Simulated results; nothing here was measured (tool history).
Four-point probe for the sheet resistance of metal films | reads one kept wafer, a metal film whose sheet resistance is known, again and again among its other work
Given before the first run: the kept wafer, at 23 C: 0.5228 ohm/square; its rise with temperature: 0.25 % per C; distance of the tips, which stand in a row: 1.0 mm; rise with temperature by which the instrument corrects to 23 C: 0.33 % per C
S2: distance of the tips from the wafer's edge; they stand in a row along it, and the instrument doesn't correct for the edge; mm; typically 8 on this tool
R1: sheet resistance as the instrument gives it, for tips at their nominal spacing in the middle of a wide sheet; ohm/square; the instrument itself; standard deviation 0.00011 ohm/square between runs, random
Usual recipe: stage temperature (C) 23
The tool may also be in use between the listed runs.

{"run": 1, "hour": 0.0, "stage temperature (C)": 23, "S2": 8, "R1": 0.527388}
{"run": 2, "hour": 15.6, "stage temperature (C)": 23, "S2": 8, "R1": 0.527577}
{"run": 3, "hour": 27.9, "stage temperature (C)": 23, "S2": 8, "R1": 0.527655}
{"run": 4, "hour": 39.1, "stage temperature (C)": 22, "S2": 8, "R1": 0.527917}
{"run": 5, "hour": 59.2, "stage temperature (C)": 22, "S2": 8, "R1": 0.527903}
{"run": 6, "hour": 71.3, "stage temperature (C)": 22, "S2": 8, "R1": 0.528002}
{"run": 7, "hour": 87.2, "stage temperature (C)": 22, "S2": 8, "R1": 0.527774}
{"run": 8, "hour": 110.7, "stage temperature (C)": 23, "S2": 4, "R1": 0.540321}
{"run": 9, "hour": 135.9, "stage temperature (C)": 23, "S2": 4, "R1": 0.540332}
{"run": 10, "hour": 154.9, "stage temperature (C)": 23, "S2": 4, "R1": 0.540439}
{"run": 11, "hour": 177.4, "stage temperature (C)": 23, "S2": 4, "R1": 0.540331}
{"hour": 179.8, "done": "stage's thermometer calibrated"}
{"run": 12, "hour": 203.2, "stage temperature (C)": 23, "S2": 31, "R1": 0.523578}
{"run": 13, "hour": 229.7, "stage temperature (C)": 18, "S2": 8, "R1": 0.529579}
{"hour": 246.4, "done": "stage's thermometer calibrated, once more"}
{"run": 14, "hour": 249.8, "stage temperature (C)": 24, "S2": 4, "R1": 0.540663}
{"run": 15, "hour": 272.9, "stage temperature (C)": 24, "S2": 4, "R1": 0.540725}
{"run": 16, "hour": 291.5, "stage temperature (C)": 24, "S2": 4, "R1": 0.540962}
{"run": 17, "hour": 311.9, "stage temperature (C)": 24, "S2": 4, "R1": 0.540733}
{"run": 18, "hour": 334.0, "stage temperature (C)": 34, "S2": 59, "R1": 0.520125}
{"run": 19, "hour": 345.4, "stage temperature (C)": 25, "S2": 3, "R1": 0.552898}
{"run": 20, "hour": 357.6, "stage temperature (C)": 23, "S2": 74, "R1": 0.524379}
{"run": 21, "hour": 378.7, "stage temperature (C)": 32, "S2": 41, "R1": 0.521162}
{"run": 22, "hour": 403.1, "stage temperature (C)": 32, "S2": 41, "R1": 0.521132}

3 options for the next run, each taken on its own from the tool as it stands now. Forecast them:
{"run": "A", "hour": 423.3, "stage temperature (C)": 31, "S2": 8, "R1": "?"}
{"run": "B", "hour": 423.3, "stage temperature (C)": 20, "S2": 15, "R1": "?"}
{"run": "C", "hour": 423.3, "stage temperature (C)": 20, "S2": 36, "R1": "?"}

run=A R1=0.525770
run=B R1=0.526825
run=C R1=0.525770
Stripped of hidden state, with their random variation kept, the same runs would have yielded:
run=A R1=0.524243
run=B R1=0.525297
run=C R1=0.524245
